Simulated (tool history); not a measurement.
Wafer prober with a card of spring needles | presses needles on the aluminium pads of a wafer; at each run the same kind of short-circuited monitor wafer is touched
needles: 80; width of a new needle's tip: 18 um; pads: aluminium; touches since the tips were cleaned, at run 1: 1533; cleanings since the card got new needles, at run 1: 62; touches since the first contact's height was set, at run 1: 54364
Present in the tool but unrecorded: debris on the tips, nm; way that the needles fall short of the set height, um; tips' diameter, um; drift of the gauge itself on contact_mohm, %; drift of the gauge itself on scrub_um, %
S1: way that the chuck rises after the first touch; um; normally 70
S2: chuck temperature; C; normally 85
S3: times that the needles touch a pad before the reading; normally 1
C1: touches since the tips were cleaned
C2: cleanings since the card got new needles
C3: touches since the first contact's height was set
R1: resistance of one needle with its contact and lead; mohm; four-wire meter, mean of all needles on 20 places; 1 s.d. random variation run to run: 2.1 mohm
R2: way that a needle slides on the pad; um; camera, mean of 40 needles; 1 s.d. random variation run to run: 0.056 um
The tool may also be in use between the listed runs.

run	hour	S1	S2	S3	C1	C2	C3	R1	R2
1	0	70	85	1	1533	62	54364	287	9.74
# hour 18.3: tips cleaned on abrasive film
2	35.6	70	85	1	2843	63	60195	316	9.72
# hour 41.8: tips cleaned on abrasive film
3	57	70	85	1	2499	64	63704	319	9.59
# hour 65.5: tips cleaned on abrasive film
# hour 89.3: tips cleaned on abrasive film
4	89.5	70	85	1	41	66	69013	242	9.68
5	111.6	70	85	1	3673	66	72645	332	9.77
# hour 114.3: tips cleaned on abrasive film
6	134.5	70	85	1	3318	67	76394	320	9.7
# hour 138.9: tips cleaned on abrasive film
7	157.3	81	85	1	3013	68	80118	302	11.1
# hour 165.7: tips cleaned on abrasive film
8	180	81	85	1	2351	69	83845	288	11.3
# hour 190: tips cleaned on abrasive film
# hour 213.9: tips cleaned on abrasive film
9	227	81	85	1	2162	71	91536	286	11.22
# hour 238.3: tips cleaned on abrasive film
10	256.3	81	85	1	2952	72	96333	295	11.02
# hour 263.5: tips cleaned on abrasive film
11	282.7	55	85	1	3154	73	100658	371	7.5
# hour 287.3: tips cleaned on abrasive film
12	303.2	70	86	1	2609	74	104005	314	9.66
# hour 310.9: tips cleaned on abrasive film
13	329	70	86	1	2976	75	108238	318	9.59
# hour 337.4: tips cleaned on abrasive film
14	356	70	86	1	3056	76	112654	318	9.56
# hour 362.5: tips cleaned on abrasive film
# hour 386.1: tips cleaned on abrasive film
15	395.5	70	86	1	1547	78	119126	294	9.62
# hour 410.9: tips cleaned on abrasive film
16	431.3	70	85	1	3356	79	124991	326	9.56
# hour 435.1: tips cleaned on abrasive film
# hour 459: tips cleaned on abrasive film
17	470.6	84	51	3	1899	81	131411	239	11.38
# hour 484.5: tips cleaned on abrasive film
18	502.5	84	51	3	2957	82	136642	251	11.55
# hour 509.5: tips cleaned on abrasive film
# hour 534.8: tips cleaned on abrasive film
19	541.6	87	85	2	1110	84	143034	253	11.91
# hour 560.1: tips cleaned on abrasive film
# hour 584.2: tips cleaned on abrasive film
20	586.3	87	85	2	334	86	150353	239	11.94
# hour 610.4: tips cleaned on abrasive film
21	623.2	87	30	3	2103	87	156412	238	11.88
# hour 635.2: tips cleaned on abrasive film
# hour 661.5: tips cleaned on abrasive film
22	670	70	31	1	1384	89	164061	286	9.43
# hour 686: tips cleaned on abrasive film
23	702.5	70	31	1	2706	90	169396	314	9.48
# hour 710.1: tips cleaned on abrasive film
# hour 735.6: tips cleaned on abrasive film
24	743.5	72	59	2	1297	92	176102	259	9.83
# hour 760: tips cleaned on abrasive film
25	770.7	72	59	2	1747	93	180551	270	9.8
# hour 784.3: tips cleaned on abrasive film
# hour 807.8: tips cleaned on abrasive film
26	815.5	54	59	1	1265	95	187893	325	7.2
# hour 832.9: tips cleaned on abrasive film
27	836	70	85	1	523	96	191251	275	9.47
# hour 859: tips cleaned on abrasive film
28	864	70	85	1	824	97	195836	276	9.49
# hour 884.3: tips cleaned on abrasive film
29	898.2	70	85	1	2284	98	201440	317	9.51
# hour 908.5: tips cleaned on abrasive film
# hour 932.2: tips cleaned on abrasive film
30	934	84	36	1	295	100	207282	237	11.32
# hour 955.8: tips cleaned on abrasive film
# hour 980.6: tips cleaned on abrasive film
31	980.6	58	85	2	0	102	214912	243	7.78

Predict each of these 4 candidate next runs independently; none follows another, all start after run 31:
# hour 1006.3: tips cleaned on abrasive film
A	1007.2	67	31	1	150	103	219269	?	?
# hour 1006.3: tips cleaned on abrasive film
B	1007.2	80	55	1	150	103	219269	?	?
# hour 1006.3: tips cleaned on abrasive film
C	1007.2	51	85	1	150	103	219269	?	?
# hour 1006.3: tips cleaned on abrasive film
D	1007.2	69	85	1	150	103	219269	?	?

run	R1	R2
A	241	9.03
B	234	10.75
C	268	6.71
D	249	9.38
With the hidden condition removed and each run's random variation left untouched, the same runs would have given:
run	R1	R2
A	224	9.36
B	222	11.09
C	243	7.05
D	235	9.71

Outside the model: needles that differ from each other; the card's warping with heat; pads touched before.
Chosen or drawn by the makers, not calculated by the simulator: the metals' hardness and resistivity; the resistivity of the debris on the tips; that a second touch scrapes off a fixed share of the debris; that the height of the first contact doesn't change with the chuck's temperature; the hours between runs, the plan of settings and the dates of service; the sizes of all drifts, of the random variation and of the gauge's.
